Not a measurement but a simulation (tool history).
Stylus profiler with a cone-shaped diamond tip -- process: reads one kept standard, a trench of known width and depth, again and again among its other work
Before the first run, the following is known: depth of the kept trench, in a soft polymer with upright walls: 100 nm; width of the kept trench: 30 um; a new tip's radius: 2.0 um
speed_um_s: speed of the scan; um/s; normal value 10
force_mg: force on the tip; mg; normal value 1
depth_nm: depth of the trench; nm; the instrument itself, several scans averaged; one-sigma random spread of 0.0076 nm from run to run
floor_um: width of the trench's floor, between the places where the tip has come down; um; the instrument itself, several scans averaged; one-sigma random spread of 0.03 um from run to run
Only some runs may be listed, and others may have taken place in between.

run 1 hour=0 | speed_um_s=10 force_mg=1 | depth_nm=100.236 floor_um=28.56
run 2 hour=42.2 | speed_um_s=10 force_mg=1 | depth_nm=100.236 floor_um=28.55
run 3 hour=92.1 | speed_um_s=10 force_mg=0.9 | depth_nm=100.217 floor_um=28.48
run 4 hour=135.8 | speed_um_s=10 force_mg=0.9 | depth_nm=100.208 floor_um=28.46
run 5 hour=172.7 | speed_um_s=10 force_mg=0.9 | depth_nm=100.211 floor_um=28.47
run 6 hour=243.6 | speed_um_s=10 force_mg=1 | depth_nm=100.217 floor_um=28.49
run 7 hour=300.6 | speed_um_s=3 force_mg=1 | depth_nm=100.222 floor_um=28.54
run 8 hour=351 | speed_um_s=3 force_mg=1 | depth_nm=100.231 floor_um=28.48
run 9 hour=387.8 | speed_um_s=3 force_mg=1 | depth_nm=100.225 floor_um=28.45
run 10 hour=430.5 | speed_um_s=39 force_mg=0.41 | depth_nm=100.047 floor_um=28.03

Predict the results of run 11:
run 11 hour=462.3 | speed_um_s=4 force_mg=0.48 | depth_nm=? floor_um=?

Run 11 produced depth_nm 100.065 nm, floor_um 28.47 um.
Take away the tool's hidden state, keep the run-to-run variation as it was, and the same run would have given depth_nm 100.214 nm, floor_um 28.74 um.
